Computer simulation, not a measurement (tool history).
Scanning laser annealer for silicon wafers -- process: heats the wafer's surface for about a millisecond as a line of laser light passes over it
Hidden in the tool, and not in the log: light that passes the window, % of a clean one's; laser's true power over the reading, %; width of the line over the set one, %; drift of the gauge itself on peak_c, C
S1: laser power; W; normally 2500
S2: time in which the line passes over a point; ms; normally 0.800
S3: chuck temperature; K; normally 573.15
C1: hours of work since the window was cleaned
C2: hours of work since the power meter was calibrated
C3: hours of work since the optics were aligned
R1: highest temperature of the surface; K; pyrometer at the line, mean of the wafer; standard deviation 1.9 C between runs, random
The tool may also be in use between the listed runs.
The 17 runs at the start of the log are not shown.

run   hour    S1     S2      S3   C1   C2   C3       R1
     164.5  -- optics aligned, line set to its width, once more
 18  165.1  2500  0.800  573.15  217  372    0  1372.15
 19  175.3  2500  0.800  573.15  224  379    7  1366.15
 20  184.2  2196  0.588  573.15  229  385   13  1176.15
 21  194.3  2196  0.588  573.15  236  391   20  1177.15
 22  204.8  2500  0.800  574.15  243  398   27  1369.15
 23  217.0  2500  0.847  581.15  251  406   35  1398.15
 24  227.8  2500  0.662  581.15  258  414   42  1305.15
 25  233.1  2500  0.662  581.15  262  417   45  1304.15
 26  239.1  2194  0.662  545.15  266  421   49  1184.15
 27  250.5  2246  0.662  566.15  273  429   57  1215.15
 28  263.1  2246  0.662  566.15  282  437   65  1214.15
 29  270.7  2246  0.662  566.15  287  442   70  1213.15
 30  276.8  2246  0.662  566.15  291  446   74  1216.15
 31  282.1  2246  0.662  566.15  294  450   78  1216.15
 32  291.6  2573  0.606  546.15  301  456   84  1259.15
 33  301.0  2570  0.668  603.15  307  462   90  1348.15
 34  309.0  2570  0.676  585.15  312  467   96  1336.15
 35  320.5  2570  0.676  585.15  320  475  103  1335.15
 36  331.4  2659  0.778  552.15  327  482  111  1380.15
 37  340.2  2189  0.840  608.15  333  488  116  1314.15
 38  348.2  2189  0.657  608.15  338  493  122  1236.15

Each row is a separate what-if for the run after 38, all from the same tool condition, not one after another. Results?
  A  355.4  2500  0.710  588.15  343  498  126   ?
  B  355.4  2410  0.596  572.15  343  498  126   ?
  C  355.4  2715  0.879  606.15  343  498  126   ?

run       R1
  A  1333.15
  B  1231.15
  C  1497.15
What these runs would have given with no unlogged condition in the tool:
run       R1
  A  1360.15
  B  1255.15
  C  1530.15

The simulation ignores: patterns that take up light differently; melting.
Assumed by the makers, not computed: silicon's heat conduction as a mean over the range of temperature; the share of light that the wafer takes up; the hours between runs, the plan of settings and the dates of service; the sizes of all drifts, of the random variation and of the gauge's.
